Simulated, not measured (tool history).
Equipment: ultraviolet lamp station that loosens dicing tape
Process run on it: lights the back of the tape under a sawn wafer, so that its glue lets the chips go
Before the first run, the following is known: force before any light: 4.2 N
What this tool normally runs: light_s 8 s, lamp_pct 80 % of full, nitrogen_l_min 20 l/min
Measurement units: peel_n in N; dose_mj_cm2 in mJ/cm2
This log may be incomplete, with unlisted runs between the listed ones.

run,day,light_s,lamp_pct,nitrogen_l_min,peel_n,dose_mj_cm2
1,0,8,80,20,0.267,227
2,2.279,9,80,20,0.234,249
3,4.925,8,80,20,0.299,217
4,6.475,13,80,20,0.199,354
5,9.758,13,80,20,0.19,344
6,11.654,8,80,20,0.296,207
7,14.417,8,89,20,0.255,227
8,16.512,8,89,20,0.268,221
9,18.067,5,80,20,0.625,123
# day 19.071: window cleaned of glue's vapour
10,19.821,5,75,20,0.631,126
11,22.483,8,80,20,0.284,216
12,25.583,8,80,20,0.293,207
13,28.929,8,81,20,0.293,208
14,32.571,8,75,20,0.332,183
15,34.762,8,75,12,0.471,184
16,36.888,8,80,11,0.453,198
17,38.946,8,80,11,0.451,193
# day 42.192: window cleaned of glue's vapour
18,42.192,8,81,20,0.294,206
19,45.771,8,81,20,0.3,202
20,49.358,8,81,20,0.313,193
21,51.433,8,81,20,0.316,192
22,53.621,8,81,20,0.341,190
23,55.267,5,79,16,0.783,114
24,58.7,8,90,20,0.289,202
25,61.546,7,69,16,0.645,135
26,63.258,10,80,8,0.442,217
27,65.217,10,80,8,0.466,214
# day 65.567: window cleaned of glue's vapour
28,67.342,8,64,20,0.496,151
29,70.375,14,67,33,0.202,268
30,73.642,14,67,33,0.201,266
31,75.3,16,91,20,0.203,400
32,78.008,12,70,18,0.27,228
33,80.629,5,74,9,1.341,98
34,83.367,5,74,9,1.301,95
35,85.542,5,74,9,1.343,98
36,87.346,6,74,7,1.263,112
# day 88.75: window cleaned of glue's vapour
37,89.412,8,80,27,0.324,170
38,92.583,8,80,27,0.341,171
39,94.217,8,68,7,0.92,139
40,97.771,5,72,31,0.823,91
41,100.096,5,88,19,0.821,114
42,103.383,5,80,26,0.812,98

Branching from run 42: 4 alternative next runs. What would each branch give?
A,105.838,8,96,9,?,?
B,105.838,5,80,26,?,?
C,105.838,6,73,16,?,?
D,105.838,14,73,13,?,?

run,peel_n,dose_mj_cm2
A,0.547,187
B,0.798,94
C,0.916,107
D,0.297,241
Without the tool's unlogged condition, the same runs would have read:
run,peel_n,dose_mj_cm2
A,0.289,281
B,0.421,142
C,0.491,160
D,0.214,365

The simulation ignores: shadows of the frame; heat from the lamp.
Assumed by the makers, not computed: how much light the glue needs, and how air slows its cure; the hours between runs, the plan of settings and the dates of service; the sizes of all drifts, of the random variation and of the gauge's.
